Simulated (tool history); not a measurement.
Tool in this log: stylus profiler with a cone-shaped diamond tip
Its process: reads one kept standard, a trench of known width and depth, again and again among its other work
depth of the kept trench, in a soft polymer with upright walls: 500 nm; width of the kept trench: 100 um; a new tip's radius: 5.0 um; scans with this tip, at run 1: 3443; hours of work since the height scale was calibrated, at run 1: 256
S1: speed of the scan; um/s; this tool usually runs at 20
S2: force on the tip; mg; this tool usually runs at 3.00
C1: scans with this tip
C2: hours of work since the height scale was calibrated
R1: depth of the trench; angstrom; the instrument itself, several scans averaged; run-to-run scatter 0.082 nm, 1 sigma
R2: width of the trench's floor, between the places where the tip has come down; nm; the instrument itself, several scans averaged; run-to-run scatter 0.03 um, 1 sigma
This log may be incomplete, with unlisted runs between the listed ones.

run,hour,S1,S2,C1,C2,R1,R2
1,0.0,20,3.00,3443,256,5046.3,94920
2,12.3,20,3.00,3565,265,5047.8,94930
3,24.3,20,3.00,3684,274,5046.7,94910
4,34.7,20,1.59,3788,281,5031.0,94840
5,51.8,20,6.43,3958,294,5076.2,94800
6,65.8,20,6.43,4096,304,5076.1,94800
7,72.9,20,6.43,4167,309,5077.0,94830
8,88.0,20,6.43,4317,320,5077.9,94810
9,100.4,20,6.43,4440,330,5078.4,94780
10,110.0,20,3.57,4535,337,5053.3,94740
11,123.8,20,2.39,4672,347,5041.7,94750
12,130.8,20,2.39,4742,352,5041.3,94660
13,145.4,20,1.62,4886,363,5033.5,94640
14,157.3,20,1.62,5005,372,5034.2,94660
15,165.4,20,1.62,5085,378,5033.6,94600
16,177.6,20,3.48,5206,387,5052.8,94670
17,186.0,5,3.00,5290,393,5049.3,94730
18,193.1,5,3.00,5360,398,5047.8,94670
19,209.3,5,5.13,5521,410,5068.9,94690
20,218.0,45,5.13,5607,416,5068.0,94450
21,229.2,20,3.00,5719,425,5047.4,94600
22,246.1,7,3.00,5886,437,5049.7,94560
23,257.7,7,3.00,6002,446,5049.6,94570
24,265.4,7,4.87,6078,451,5066.1,94620
25,274.5,6,3.44,6168,458,5052.3,94570
# hour 276.5: height scale calibrated on a step standard
26,284.9,15,2.19,6266,6,5046.1,94500
27,294.2,15,2.19,6359,13,5045.1,94470
28,303.1,11,5.17,6447,20,5074.2,94500
29,318.4,10,2.10,6599,31,5044.6,94470
30,327.5,10,2.10,6689,38,5042.0,94440
# hour 333.0: height scale calibrated on a step standard, once more
31,336.7,10,2.10,6775,3,5036.5,94420
32,344.9,12,1.17,6857,9,5027.0,94420
33,361.1,12,1.17,7018,21,5025.8,94370
34,369.8,73,1.17,7104,27,5025.9,93760
35,385.5,9,2.79,7260,39,5045.6,94410
36,400.0,9,2.79,7404,49,5044.0,94430
37,415.0,80,8.03,7553,60,5087.5,94110
38,426.0,9,8.03,7663,69,5089.1,94280
39,436.1,9,8.03,7762,76,5088.2,94370
40,444.5,27,8.03,7846,82,5089.2,94220
41,456.3,6,1.64,7963,91,5032.3,94280
42,466.2,6,1.64,8062,98,5032.9,94270
43,479.2,37,2.68,8191,108,5045.4,94090
44,495.1,13,1.48,8348,119,5031.2,94160
45,505.4,13,1.48,8451,127,5032.3,94160
46,514.8,13,1.48,8544,134,5031.4,94160

Each row is a separate what-if for the run after 46, all from the same tool condition, not one after another. Results?
A,532.2,14,1.29,8716,147,?,?
B,532.2,18,1.27,8716,147,?,?
C,532.2,60,4.51,8716,147,?,?

run,R1,R2
A,5030.5,94060
B,5029.6,94090
C,5062.9,93950
Stripped of hidden state, with their random variation kept, the same runs would have yielded:
run,R1,R2
A,5026.4,95470
B,5025.4,95500
C,5058.6,95360
